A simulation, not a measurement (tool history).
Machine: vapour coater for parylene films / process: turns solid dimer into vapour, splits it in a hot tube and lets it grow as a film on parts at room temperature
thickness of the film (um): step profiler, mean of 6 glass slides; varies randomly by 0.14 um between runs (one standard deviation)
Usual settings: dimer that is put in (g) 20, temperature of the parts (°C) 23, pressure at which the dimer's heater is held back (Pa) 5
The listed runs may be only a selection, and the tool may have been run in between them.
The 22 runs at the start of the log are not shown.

run,day,dimer that is put in (g),temperature of the parts (°C),pressure at which the dimer's heater is held back (Pa),hours of work since the trap's valve was overhauled,hours of work since the table's thermometer was calibrated,thickness of the film (um)
23,18.446,26,16,10.89,282,540,22.55
24,19.275,12,34,4.97,299,557,6.07
25,20.438,20,34,5,322,580,10.11
26,20.962,20,23,3.42,332,590,16.23
27,21.971,20,23,8.62,352,610,13.66
28,22.608,20,23,8.62,365,623,13.56
29,23.804,20,19,2.34,389,647,19.97
30,24.475,12,23,8.19,403,661,8.14
31,25.258,29,26,11.24,418,676,16.19

Each row is a separate what-if for the run after 31, all from the same tool condition, not one after another. Results?
A,26.029,29,19,11.24,434,692,?
B,26.029,28,26,11.24,434,692,?
C,26.029,29,33,3.32,434,692,?
D,26.029,20,23,7.18,434,692,?
E,26.029,30,17,5,434,692,?

run,thickness of the film (um)
A,20.88
B,15.45
C,15.65
D,13.61
E,27.55
With no hidden state in the tool, these same runs would have given:
run,thickness of the film (um)
A,23.94
B,17.71
C,17.94
D,15.6
E,31.58

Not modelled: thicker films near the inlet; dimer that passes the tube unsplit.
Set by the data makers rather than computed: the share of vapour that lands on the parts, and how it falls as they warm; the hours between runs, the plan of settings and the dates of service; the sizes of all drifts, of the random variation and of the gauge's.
